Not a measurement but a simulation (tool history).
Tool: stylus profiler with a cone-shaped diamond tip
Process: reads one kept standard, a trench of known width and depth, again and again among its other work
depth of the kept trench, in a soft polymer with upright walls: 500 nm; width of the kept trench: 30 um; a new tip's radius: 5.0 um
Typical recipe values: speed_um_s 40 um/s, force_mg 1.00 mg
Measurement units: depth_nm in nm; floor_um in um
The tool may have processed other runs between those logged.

Run 1, hour 0.0: usual settings. Result: depth_nm 500.67 nm, floor_um 22.49 um.
Run 2, hour 19.8: usual settings. Result: depth_nm 500.71 nm, floor_um 22.49 um.
Run 3, hour 32.9: usual settings. Result: depth_nm 500.75 nm, floor_um 22.44 um.
Run 4, hour 54.8: usual settings but force_mg 3.00 mg. Result: depth_nm 504.19 nm, floor_um 22.51 um.
Run 5, hour 69.1: usual settings but force_mg 3.00 mg. Result: depth_nm 504.22 nm, floor_um 22.44 um.
Run 6, hour 89.5: usual settings but force_mg 3.00 mg. Result: depth_nm 504.12 nm, floor_um 22.44 um.
Run 7, hour 114.6: usual settings. Result: depth_nm 500.75 nm, floor_um 22.29 um.
Run 8, hour 138.7: usual settings. Result: depth_nm 500.65 nm, floor_um 22.29 um.
Run 9, hour 160.5: usual settings but speed_um_s 14 um/s, force_mg 0.90 mg. Result: depth_nm 499.80 nm, floor_um 22.36 um.
Run 10, hour 187.4: usual settings but speed_um_s 103 um/s, force_mg 1.98 mg. Result: depth_nm 502.22 nm, floor_um 22.18 um.
Run 11, hour 209.3: usual settings but speed_um_s 103 um/s, force_mg 1.98 mg. Result: depth_nm 502.32 nm, floor_um 22.14 um.
Run 12, hour 236.5: usual settings but force_mg 0.94 mg. Result: depth_nm 500.03 nm, floor_um 22.15 um.
Run 13, hour 257.4: usual settings but force_mg 0.94 mg. Result: depth_nm 500.30 nm, floor_um 22.18 um.
Run 14, hour 277.3: usual settings but force_mg 0.94 mg. Result: depth_nm 503.16 nm, floor_um 22.19 um.
Run 15, hour 297.8: usual settings but force_mg 0.94 mg. Result: depth_nm 503.08 nm, floor_um 22.09 um.

Between the runs listed above, the log contained 2 entries, not reproduced here. Where in the sequence does each belong, and how does what the log doesn't record of the tool's condition differ from the listed run before to the listed run after?
After run 8, before run 9: height scale calibrated on a step standard (hour 141.4)
  radius of the tip, um: 14.51 -> 14.59; height scale over the true one, %: -0.514 -> -0.577
  difference, measured minus the result without the unlogged condition, depth_nm: -2.59 -> -2.90 nm; floor_um: -3.19 -> -3.22 um
After run 13, before run 14: height scale calibrated on a step standard, once more (hour 267.5)
  radius of the tip, um: 14.99 -> 15.06; height scale over the true one, %: -0.599 -> -0.01
  difference, measured minus the result without the unlogged condition, depth_nm: -3.01 -> -0.04 nm; floor_um: -3.32 -> -3.34 um
